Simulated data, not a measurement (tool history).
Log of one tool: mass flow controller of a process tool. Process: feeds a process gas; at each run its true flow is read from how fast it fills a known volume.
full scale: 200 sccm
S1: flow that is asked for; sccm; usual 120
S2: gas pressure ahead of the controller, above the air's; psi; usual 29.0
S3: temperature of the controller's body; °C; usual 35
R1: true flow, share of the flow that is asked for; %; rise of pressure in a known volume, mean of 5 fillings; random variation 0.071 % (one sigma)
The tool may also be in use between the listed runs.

{"run": 1, "day": 0.0, "S1": 120, "S2": 29.0, "S3": 35, "R1": 100.41}
{"run": 2, "day": 6.842, "S1": 120, "S2": 29.0, "S3": 35, "R1": 100.29}
{"run": 3, "day": 13.925, "S1": 120, "S2": 29.0, "S3": 35, "R1": 100.42}
{"run": 4, "day": 19.638, "S1": 120, "S2": 29.0, "S3": 35, "R1": 100.42}
{"run": 5, "day": 23.012, "S1": 30, "S2": 29.0, "S3": 35, "R1": 99.89}
{"run": 6, "day": 30.862, "S1": 120, "S2": 29.0, "S3": 35, "R1": 100.15}
{"run": 7, "day": 35.188, "S1": 120, "S2": 29.0, "S3": 35, "R1": 100.21}
{"run": 8, "day": 40.842, "S1": 131, "S2": 29.0, "S3": 35, "R1": 100.2}
{"run": 9, "day": 46.008, "S1": 120, "S2": 29.0, "S3": 35, "R1": 100.25}
{"run": 10, "day": 51.579, "S1": 120, "S2": 29.0, "S3": 35, "R1": 100.11}
{"run": 11, "day": 55.096, "S1": 120, "S2": 23.2, "S3": 32, "R1": 100.22}
{"run": 12, "day": 61.417, "S1": 51, "S2": 26.3, "S3": 21, "R1": 99.13}
{"run": 13, "day": 69.308, "S1": 51, "S2": 26.3, "S3": 21, "R1": 98.92}
{"run": 14, "day": 73.808, "S1": 113, "S2": 25.1, "S3": 21, "R1": 99.24}
{"run": 15, "day": 78.162, "S1": 63, "S2": 29.0, "S3": 27, "R1": 99.32}
{"run": 16, "day": 82.371, "S1": 63, "S2": 29.0, "S3": 27, "R1": 99.35}
{"run": 17, "day": 85.554, "S1": 120, "S2": 21.8, "S3": 23, "R1": 99.6}
{"run": 18, "day": 92.458, "S1": 120, "S2": 29.9, "S3": 35, "R1": 100.06}

The same runs without the tool's hidden state, with the same run-to-run variation:
The hidden state here: flow at rest that the sensor doesn't see, % of full scale; true flow over the shown one, %; drift of the gauge itself on true_pct, %.
run=1 R1=100.42
run=2 R1=100.32
run=3 R1=100.47
run=4 R1=100.49
run=5 R1=99.98
run=6 R1=100.26
run=7 R1=100.34
run=8 R1=100.35
run=9 R1=100.42
run=10 R1=100.30
run=11 R1=100.43
run=12 R1=99.35
run=13 R1=99.18
run=14 R1=99.51
run=15 R1=99.61
run=16 R1=99.66
run=17 R1=99.92
run=18 R1=100.40

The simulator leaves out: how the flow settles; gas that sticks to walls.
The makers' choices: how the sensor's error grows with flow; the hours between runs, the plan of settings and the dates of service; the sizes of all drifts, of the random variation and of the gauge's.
